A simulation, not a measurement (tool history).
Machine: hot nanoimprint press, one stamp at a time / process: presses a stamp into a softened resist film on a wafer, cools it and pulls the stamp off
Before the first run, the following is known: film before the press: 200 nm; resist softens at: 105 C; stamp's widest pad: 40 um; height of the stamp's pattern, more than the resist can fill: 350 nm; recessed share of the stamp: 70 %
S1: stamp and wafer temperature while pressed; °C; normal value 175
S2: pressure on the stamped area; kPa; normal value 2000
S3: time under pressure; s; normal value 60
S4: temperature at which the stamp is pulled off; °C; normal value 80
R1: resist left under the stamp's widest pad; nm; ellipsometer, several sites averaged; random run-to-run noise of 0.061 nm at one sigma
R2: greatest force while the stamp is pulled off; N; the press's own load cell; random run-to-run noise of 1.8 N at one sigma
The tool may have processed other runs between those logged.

run     day   S1    S2  S3  S4     R1   R2
  1   0.000  175  2000  60  80  69.22  238
  2   0.604  175  2000  60  80  69.23  240
  3   1.208  175  2000  60  80  69.28  241
  4   1.762  175  2000  60  80  69.25  245
  5   2.117  175  2000  60  80  69.18  245
  6   2.454  175  2000  60  80  69.16  248
  7   2.838  175  2000  60  80  69.16  252
  8   3.442  180  2000  60  80  58.49  254
  9   4.071  180  2000  60  80  58.40  256
 10   4.350  180  2000  60  80  58.42  254
 11   4.758  179  2000  60  80  60.33  257
 12   5.312  165  2000  60  80  98.30  256
 13   5.721  175  2000  60  80  69.19  259
      6.054  -- stamp cleaned and given a new release coat
 14   6.279  167  2000  60  80  91.56  226
 15   6.792  167  2000  60  80  91.47  228
 16   7.396  167  2000  60  80  91.44  229
 17   7.879  167  2000  60  80  91.43  233
 18   8.462  167  2000  47  80  99.82  232
 19   9.054  175  3030  42  80  64.15  237
 20   9.533  185  1550  82  70  50.10  292
 21   9.846  175  1670  51  85  80.45  214
 22  10.425  175  1630  60  79  76.38  251
 23  11.033  175  1630  60  79  76.25  254
 24  11.362  175  2000  60  75  68.76  274
 25  11.825  175  2000  60  75  68.90  279
 26  12.446  181  2000  81  80  49.79  258
 27  12.788  169  2000  60  78  84.75  266
 28  13.354  169  2000  60  78  84.78  266
 29  13.958  171  2000  68  80  75.10  258

5 ways to go on from here, each from the tool as it stands after run 29. What would each give?
     14.558  -- stamp cleaned and given a new release coat
  A  14.758  183  2000  46  69   ?   ?
     14.558  -- stamp cleaned and given a new release coat
  B  14.758  175  2000  60  75   ?   ?
     14.558  -- stamp cleaned and given a new release coat
  C  14.758  180  2000  37  68   ?   ?
     14.558  -- stamp cleaned and given a new release coat
  D  14.758  175  2000  60  68   ?   ?
     14.558  -- stamp cleaned and given a new release coat
  E  14.758  174  1380  60  80   ?   ?

run     R1   R2
  A  58.97  274
  B  68.53  242
  C  70.63  280
  D  68.68  285
  E  85.40  222
With the hidden condition removed and each run's random variation left untouched, the same runs would have given:
run     R1   R2
  A  60.18  276
  B  70.13  245
  C  72.12  282
  D  70.28  288
  E  87.38  225

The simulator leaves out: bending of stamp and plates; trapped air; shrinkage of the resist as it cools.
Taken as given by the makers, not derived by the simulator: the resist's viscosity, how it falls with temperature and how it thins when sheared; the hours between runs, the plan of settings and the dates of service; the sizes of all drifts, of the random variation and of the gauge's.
